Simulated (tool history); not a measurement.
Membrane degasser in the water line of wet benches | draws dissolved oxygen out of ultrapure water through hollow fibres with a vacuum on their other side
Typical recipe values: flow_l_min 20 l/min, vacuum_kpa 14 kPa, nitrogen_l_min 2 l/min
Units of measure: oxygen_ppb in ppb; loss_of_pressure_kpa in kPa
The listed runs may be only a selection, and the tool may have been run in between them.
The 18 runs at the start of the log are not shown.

{"run": 19, "day": 29.775, "flow_l_min": 30, "vacuum_kpa": 24.2, "nitrogen_l_min": 1.46, "oxygen_ppb": 1079.3, "loss_of_pressure_kpa": 39.75}
{"day": 31.592, "done": "vacuum gauge calibrated, once more"}
{"run": 20, "day": 31.888, "flow_l_min": 30, "vacuum_kpa": 24.2, "nitrogen_l_min": 1.46, "oxygen_ppb": 1062.7, "loss_of_pressure_kpa": 39.77}
{"run": 21, "day": 33.35, "flow_l_min": 20, "vacuum_kpa": 11, "nitrogen_l_min": 3.08, "oxygen_ppb": 242.2, "loss_of_pressure_kpa": 26.37}
{"run": 22, "day": 35.233, "flow_l_min": 20, "vacuum_kpa": 22.9, "nitrogen_l_min": 1.6, "oxygen_ppb": 647.8, "loss_of_pressure_kpa": 26.77}
{"run": 23, "day": 36.462, "flow_l_min": 20, "vacuum_kpa": 19.4, "nitrogen_l_min": 1.25, "oxygen_ppb": 659.9, "loss_of_pressure_kpa": 26.76}
{"run": 24, "day": 38.062, "flow_l_min": 20, "vacuum_kpa": 19.4, "nitrogen_l_min": 1.25, "oxygen_ppb": 665.3, "loss_of_pressure_kpa": 26.35}
{"run": 25, "day": 39.658, "flow_l_min": 24, "vacuum_kpa": 12.4, "nitrogen_l_min": 2.65, "oxygen_ppb": 350.1, "loss_of_pressure_kpa": 31.88}
{"run": 26, "day": 40.617, "flow_l_min": 24, "vacuum_kpa": 12.4, "nitrogen_l_min": 2.65, "oxygen_ppb": 356, "loss_of_pressure_kpa": 31.79}
{"run": 27, "day": 41.638, "flow_l_min": 24, "vacuum_kpa": 12.4, "nitrogen_l_min": 2.65, "oxygen_ppb": 355.8, "loss_of_pressure_kpa": 31.78}
{"run": 28, "day": 42.617, "flow_l_min": 22, "vacuum_kpa": 10.2, "nitrogen_l_min": 2, "oxygen_ppb": 317, "loss_of_pressure_kpa": 29.43}
{"run": 29, "day": 44.583, "flow_l_min": 26, "vacuum_kpa": 23.5, "nitrogen_l_min": 2, "oxygen_ppb": 744.1, "loss_of_pressure_kpa": 34.77}
{"run": 30, "day": 46.6, "flow_l_min": 26, "vacuum_kpa": 23.5, "nitrogen_l_min": 2, "oxygen_ppb": 750.6, "loss_of_pressure_kpa": 34.35}
{"run": 31, "day": 48.525, "flow_l_min": 23, "vacuum_kpa": 30.6, "nitrogen_l_min": 0.87, "oxygen_ppb": 1449.5, "loss_of_pressure_kpa": 30.72}

Forecast each of these 5 alternatives for the next run:
{"run": "A", "day": 49.658, "flow_l_min": 13, "vacuum_kpa": 13.3, "nitrogen_l_min": 1.21, "oxygen_ppb": "?", "loss_of_pressure_kpa": "?"}
{"run": "B", "day": 49.658, "flow_l_min": 15, "vacuum_kpa": 23.4, "nitrogen_l_min": 0.96, "oxygen_ppb": "?", "loss_of_pressure_kpa": "?"}
{"run": "C", "day": 49.658, "flow_l_min": 20, "vacuum_kpa": 14, "nitrogen_l_min": 4.88, "oxygen_ppb": "?", "loss_of_pressure_kpa": "?"}
{"run": "D", "day": 49.658, "flow_l_min": 19, "vacuum_kpa": 14, "nitrogen_l_min": 2, "oxygen_ppb": "?", "loss_of_pressure_kpa": "?"}
{"run": "E", "day": 49.658, "flow_l_min": 19, "vacuum_kpa": 18.4, "nitrogen_l_min": 1.39, "oxygen_ppb": "?", "loss_of_pressure_kpa": "?"}

run=A oxygen_ppb=299.8 loss_of_pressure_kpa=17.25
run=B oxygen_ppb=739.4 loss_of_pressure_kpa=20.07
run=C oxygen_ppb=233.4 loss_of_pressure_kpa=26.51
run=D oxygen_ppb=349.8 loss_of_pressure_kpa=25.77
run=E oxygen_ppb=560.9 loss_of_pressure_kpa=25.24
Had the tool no hidden state, the same runs would have come out as:
run=A oxygen_ppb=292.9 loss_of_pressure_kpa=16.99
run=B oxygen_ppb=728 loss_of_pressure_kpa=19.77
run=C oxygen_ppb=224.9 loss_of_pressure_kpa=26.12
run=D oxygen_ppb=341.1 loss_of_pressure_kpa=25.4
run=E oxygen_ppb=550.9 loss_of_pressure_kpa=24.87

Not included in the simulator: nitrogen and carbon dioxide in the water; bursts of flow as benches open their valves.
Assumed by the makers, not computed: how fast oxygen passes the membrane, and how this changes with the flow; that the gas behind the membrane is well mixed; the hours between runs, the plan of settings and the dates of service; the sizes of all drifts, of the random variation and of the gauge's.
